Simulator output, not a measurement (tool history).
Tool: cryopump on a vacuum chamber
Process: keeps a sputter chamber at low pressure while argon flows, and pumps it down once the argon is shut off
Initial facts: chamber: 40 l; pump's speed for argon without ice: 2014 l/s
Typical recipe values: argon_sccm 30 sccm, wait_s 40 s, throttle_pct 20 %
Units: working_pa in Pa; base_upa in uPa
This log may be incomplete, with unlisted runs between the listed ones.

run   hour  argon_sccm  wait_s  throttle_pct  working_pa  base_upa
  1      0          30      40            20      0.1263      0.96
  2     31          30      40            20      0.1277      0.97
  3   99.1          30      40            20      0.1274         1
  4    128          30      40            20      0.1294      1.04
  5  175.4          30      40            20      0.1285      1.08
  6  221.7          30      40            20      0.1286      1.06
  7  270.7          30      40            20      0.1295       1.1
  8  299.5          51      47            16      0.2718         1
  9  359.9          51      47            16      0.2743         1
 10    399          51      47            16      0.2749      1.05
 11  463.6          12     290            16      0.0645      0.56

For run 12, what comes out?
 12   497          30      40            40           ?         ?

For run 12 the tool returned working_pa 0.0677 Pa, base_upa 1.21 uPa.
If the tool had no hidden condition, the same run with the same run-to-run variation would have returned working_pa 0.0627 Pa, base_upa 0.89 uPa.
